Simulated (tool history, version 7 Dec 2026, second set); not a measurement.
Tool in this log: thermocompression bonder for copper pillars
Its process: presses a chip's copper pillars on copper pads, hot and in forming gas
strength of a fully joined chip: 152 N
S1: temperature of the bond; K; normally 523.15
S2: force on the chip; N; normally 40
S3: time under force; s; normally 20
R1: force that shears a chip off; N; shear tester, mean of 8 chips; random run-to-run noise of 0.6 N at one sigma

| run | hour | S1 | S2 | S3 | R1 |
|---|---|---|---|---|---|
| 1 | 0.0 | 523.15 | 40 | 20 | 61.5 |
| 2 | 8.9 | 523.15 | 40 | 20 | 60.9 |
| 3 | 22.5 | 523.15 | 40 | 20 | 61.3 |
| 4 | 31.4 | 523.15 | 40 | 30 | 70.0 |
| 5 | 43.5 | 523.15 | 40 | 30 | 70.0 |
| 6 | 49.5 | 523.15 | 40 | 30 | 69.5 |
| 7 | 59.6 | 523.15 | 40 | 30 | 68.1 |
| 8 | 65.6 | 534.15 | 31 | 11 | 45.5 |
|  | 68.0 | force cell calibrated |
| 9 | 78.2 | 523.15 | 46 | 24 | 71.8 |
| 10 | 89.9 | 523.15 | 38 | 24 | 62.8 |
| 11 | 99.0 | 523.15 | 38 | 24 | 61.6 |

Each row is a separate what-if for the run after 11, all from the same tool condition, not one after another. Results?
| A | 110.6 | 515.15 | 38 | 24 | ? |
| B | 110.6 | 535.15 | 43 | 20 | ? |
| C | 110.6 | 517.15 | 31 | 55 | ? |

| run | R1 |
|---|---|
| A | 54.6 |
| B | 74.5 |
| C | 65.6 |
With no hidden state in the tool, these same runs would have given:
| run | R1 |
|---|---|
| A | 62.8 |
| B | 85.0 |
| C | 75.2 |

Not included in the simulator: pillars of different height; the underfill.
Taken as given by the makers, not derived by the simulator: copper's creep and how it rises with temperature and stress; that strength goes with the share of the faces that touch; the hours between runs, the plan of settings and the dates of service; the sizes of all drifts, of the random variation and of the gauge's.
